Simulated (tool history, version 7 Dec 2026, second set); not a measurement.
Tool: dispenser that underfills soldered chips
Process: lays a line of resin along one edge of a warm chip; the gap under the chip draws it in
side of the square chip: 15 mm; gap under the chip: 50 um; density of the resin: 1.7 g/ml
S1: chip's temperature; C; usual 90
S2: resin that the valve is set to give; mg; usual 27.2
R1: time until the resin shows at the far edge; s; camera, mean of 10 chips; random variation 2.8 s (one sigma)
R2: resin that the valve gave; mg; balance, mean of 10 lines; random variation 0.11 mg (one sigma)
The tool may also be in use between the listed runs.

run,hour,S1,S2,R1,R2
1,0.0,90,27.2,348.9,25.77
2,3.2,90,27.2,395.8,25.57
# hour 4.0: new syringe of resin
3,7.7,90,26.0,324.8,24.34
4,11.0,85,27.2,414.0,25.35
# hour 15.6: new syringe of resin
5,16.1,90,27.2,282.6,25.58
6,20.0,99,27.2,258.8,25.33
7,25.3,90,30.5,382.4,28.40
# hour 27.1: new syringe of resin
8,28.4,90,30.5,293.9,28.38
9,31.2,90,27.2,327.6,25.19
10,35.6,90,27.2,376.4,25.32
# hour 38.7: new syringe of resin
11,38.9,90,27.2,286.8,25.28
12,43.3,90,27.2,333.1,25.18
13,48.7,90,27.2,397.5,24.96
# hour 49.9: new syringe of resin
14,54.1,90,27.2,324.0,24.93
15,56.6,90,27.2,355.1,25.16
# hour 61.7: new syringe of resin
16,62.2,90,27.2,285.5,24.95
17,65.1,90,27.2,316.6,24.91
18,68.8,90,32.6,335.0,29.97
# hour 73.5: dispensing valve cleaned and set on the balance
# hour 74.2: new syringe of resin
19,74.7,90,27.2,282.4,27.23
20,80.3,75,34.9,512.1,34.81
21,83.6,75,34.9,563.6,34.96
# hour 85.8: new syringe of resin
22,88.0,104,31.9,210.2,31.78
23,90.5,97,34.5,264.8,34.10
24,93.4,100,27.4,282.3,27.31
# hour 97.1: new syringe of resin
25,97.6,105,25.3,202.5,24.98
26,100.7,102,24.4,239.2,24.17
27,103.5,93,33.5,313.8,32.91
28,105.8,94,24.5,346.6,24.23
# hour 108.7: new syringe of resin
29,109.9,79,29.5,386.7,29.24
30,112.4,94,35.4,274.6,34.76
31,117.9,97,30.0,303.4,29.57
# hour 120.1: new syringe of resin
32,121.4,95,33.2,254.1,32.67
33,126.3,89,32.3,343.1,31.59
34,130.5,101,29.2,290.4,28.57
# hour 131.8: new syringe of resin
35,134.3,101,29.2,230.2,28.42
36,136.8,101,29.2,246.1,28.37
37,140.0,101,29.2,275.9,28.48

Forecast each of these 3 alternatives for the next run:
# hour 143.1: new syringe of resin
A,144.1,90,31.5,?,?
# hour 143.1: new syringe of resin
B,144.1,98,30.6,?,?
# hour 143.1: new syringe of resin
C,144.1,97,28.4,?,?

run,R1,R2
A,286.9,30.71
B,234.7,29.60
C,246.7,27.65
Without the tool's hidden state the same runs would have given:
run,R1,R2
A,272.4,31.62
B,222.9,30.48
C,233.8,28.47

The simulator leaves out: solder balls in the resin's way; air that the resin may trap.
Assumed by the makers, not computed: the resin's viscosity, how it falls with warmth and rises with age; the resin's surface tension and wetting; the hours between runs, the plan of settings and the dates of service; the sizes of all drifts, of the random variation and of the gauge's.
